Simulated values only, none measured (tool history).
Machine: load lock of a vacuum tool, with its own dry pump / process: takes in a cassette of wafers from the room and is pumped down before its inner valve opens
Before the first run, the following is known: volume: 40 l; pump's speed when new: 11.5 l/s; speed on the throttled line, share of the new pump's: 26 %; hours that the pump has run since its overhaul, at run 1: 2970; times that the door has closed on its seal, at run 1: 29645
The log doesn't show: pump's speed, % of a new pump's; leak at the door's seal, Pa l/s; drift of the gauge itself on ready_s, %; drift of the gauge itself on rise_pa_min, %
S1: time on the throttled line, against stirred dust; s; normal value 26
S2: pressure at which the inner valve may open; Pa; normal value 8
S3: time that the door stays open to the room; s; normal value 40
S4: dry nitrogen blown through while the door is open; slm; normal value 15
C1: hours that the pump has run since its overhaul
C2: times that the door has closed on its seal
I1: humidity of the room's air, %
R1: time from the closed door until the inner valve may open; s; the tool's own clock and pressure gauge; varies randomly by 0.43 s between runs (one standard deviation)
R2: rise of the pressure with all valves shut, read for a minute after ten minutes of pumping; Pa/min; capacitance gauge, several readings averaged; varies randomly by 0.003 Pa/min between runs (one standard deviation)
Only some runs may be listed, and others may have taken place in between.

run 1 day=0 | S1=26 S2=8 S3=40 S4=15 | C1=2970 C2=29645 | I1=41.6 | R1=53.7 R2=0.191
run 2 day=19.279 | S1=26 S2=8 S3=40 S4=15 | C1=3433 C2=31512 | I1=46.7 | R1=53.3 R2=0.205
run 3 day=37.783 | S1=26 S2=8 S3=40 S4=15 | C1=3877 C2=33303 | I1=42.6 | R1=53.3 R2=0.221
run 4 day=53.854 | S1=26 S2=8 S3=40 S4=15 | C1=4262 C2=34859 | I1=43.9 | R1=54.2 R2=0.225
run 5 day=61.9 | S1=26 S2=8 S3=40 S4=15 | C1=4456 C2=35638 | I1=45.7 | R1=54.2 R2=0.234
run 6 day=80.525 | S1=26 S2=8 S3=160 S4=15 | C1=4903 C2=37441 | I1=47.2 | R1=54 R2=0.307
run 7 day=94.312 | S1=26 S2=8 S3=40 S4=15 | C1=5233 C2=38776 | I1=40.6 | R1=53.8 R2=0.251
run 8 day=110.246 | S1=26 S2=8 S3=40 S4=31 | C1=5616 C2=40318 | I1=44.8 | R1=55 R2=0.266
run 9 day=126.467 | S1=26 S2=8 S3=40 S4=31 | C1=6005 C2=41889 | I1=43 | R1=55.1 R2=0.284
run 10 day=144.371 | S1=26 S2=8 S3=40 S4=31 | C1=6435 C2=43622 | I1=44.1 | R1=55.1 R2=0.3
run 11 day=161.871 | S1=26 S2=13 S3=40 S4=15 | C1=6855 C2=45317 | I1=44.9 | R1=52.8 R2=0.323
run 12 day=170.096 | S1=26 S2=13 S3=40 S4=15 | C1=7052 C2=46113 | I1=43.9 | R1=52.6 R2=0.335
run 13 day=189.325 | S1=26 S2=13 S3=28 S4=15 | C1=7514 C2=47975 | I1=41.4 | R1=52.7 R2=0.337
run 14 day=199.879 | S1=26 S2=8 S3=40 S4=43 | C1=7767 C2=48996 | I1=46.5 | R1=54.7 R2=0.348
run 15 day=218.454 | S1=26 S2=8 S3=27 S4=43 | C1=8213 C2=50795 | I1=44.2 | R1=55.1 R2=0.364
run 16 day=235.067 | S1=26 S2=8 S3=40 S4=15 | C1=8611 C2=52403 | I1=43.1 | R1=55.8 R2=0.394
-- day=237.579 door's seal changed, seat wiped
run 17 day=253.975 | S1=26 S2=8 S3=40 S4=15 | C1=9064 C2=1588 | I1=44.8 | R1=54.8 R2=0.029
run 18 day=267.042 | S1=26 S2=8 S3=40 S4=15 | C1=9377 C2=2853 | I1=46.6 | R1=55.9 R2=0.04
run 19 day=280.15 | S1=26 S2=8 S3=40 S4=15 | C1=9692 C2=4122 | I1=46.2 | R1=55.5 R2=0.04
run 20 day=288.342 | S1=46 S2=8 S3=106 S4=15 | C1=9889 C2=4915 | I1=45.6 | R1=69.3 R2=0.074
run 21 day=297.071 | S1=46 S2=8 S3=106 S4=15 | C1=10098 C2=5760 | I1=44.3 | R1=69.1 R2=0.07
run 22 day=312.504 | S1=46 S2=8 S3=106 S4=15 | C1=10469 C2=7254 | I1=47.6 | R1=69.8 R2=0.086
run 23 day=323.938 | S1=20 S2=7 S3=40 S4=15 | C1=10743 C2=8361 | I1=39.6 | R1=52.4 R2=0.055
run 24 day=332.454 | S1=41 S2=7 S3=40 S4=15 | C1=10947 C2=9186 | I1=44 | R1=66.8 R2=0.058
run 25 day=347.104 | S1=36 S2=8 S3=40 S4=8 | C1=11299 C2=10604 | I1=42.6 | R1=62.4 R2=0.062
run 26 day=364.058 | S1=36 S2=11 S3=97 S4=14 | C1=11706 C2=12246 | I1=43 | R1=62.3 R2=0.094
run 27 day=377.129 | S1=15 S2=14 S3=27 S4=43 | C1=12020 C2=13511 | I1=46.8 | R1=46.7 R2=0.065
run 28 day=390.25 | S1=15 S2=14 S3=29 S4=43 | C1=12334 C2=14781 | I1=45.5 | R1=46 R2=0.067
run 29 day=400.108 | S1=26 S2=13 S3=40 S4=15 | C1=12571 C2=15736 | I1=44.6 | R1=54.7 R2=0.091
run 30 day=414.488 | S1=14 S2=8 S3=45 S4=15 | C1=12916 C2=17128 | I1=46.4 | R1=48.3 R2=0.093
run 31 day=428.962 | S1=24 S2=10 S3=36 S4=10 | C1=13264 C2=18529 | I1=43.7 | R1=53.9 R2=0.098
run 32 day=440.288 | S1=26 S2=11 S3=40 S4=6 | C1=13535 C2=19625 | I1=47.3 | R1=56 R2=0.111
run 33 day=453.467 | S1=18 S2=8 S3=40 S4=17 | C1=13852 C2=20902 | I1=45.2 | R1=51.2 R2=0.113
run 34 day=466.85 | S1=29 S2=14 S3=166 S4=4 | C1=14173 C2=22197 | I1=45.5 | R1=57 R2=0.21
run 35 day=484.638 | S1=26 S2=15 S3=40 S4=22 | C1=14600 C2=23919 | I1=44.6 | R1=55 R2=0.129
run 36 day=494.692 | S1=26 S2=15 S3=40 S4=22 | C1=14841 C2=24892 | I1=44.7 | R1=55.1 R2=0.134
run 37 day=506.925 | S1=26 S2=11 S3=40 S4=15 | C1=15135 C2=26077 | I1=49.9 | R1=56.2 R2=0.146

Each row is a separate what-if for the run after 37, all from the same tool condition, not one after another. Results?
run A day=516.717 | S1=29 S2=8 S3=40 S4=19 | C1=15370 C2=27025 | I1=43.9 | R1=? R2=?
run B day=516.717 | S1=26 S2=6 S3=40 S4=19 | C1=15370 C2=27025 | I1=46.5 | R1=? R2=?
run C day=516.717 | S1=29 S2=6 S3=40 S4=11 | C1=15370 C2=27025 | I1=46.8 | R1=? R2=?
run D day=516.717 | S1=26 S2=12 S3=65 S4=16 | C1=15370 C2=27025 | I1=47 | R1=? R2=?

run=A R1=59.8 R2=0.14
run=B R1=59.4 R2=0.149
run=C R1=61.7 R2=0.152
run=D R1=56.9 R2=0.156
Take away the tool's hidden state, keep each run's random variation, and the runs would have read:
run=A R1=54.5 R2=0.021
run=B R1=53.7 R2=0.027
run=C R1=56.1 R2=0.033
run=D R1=51.7 R2=0.038
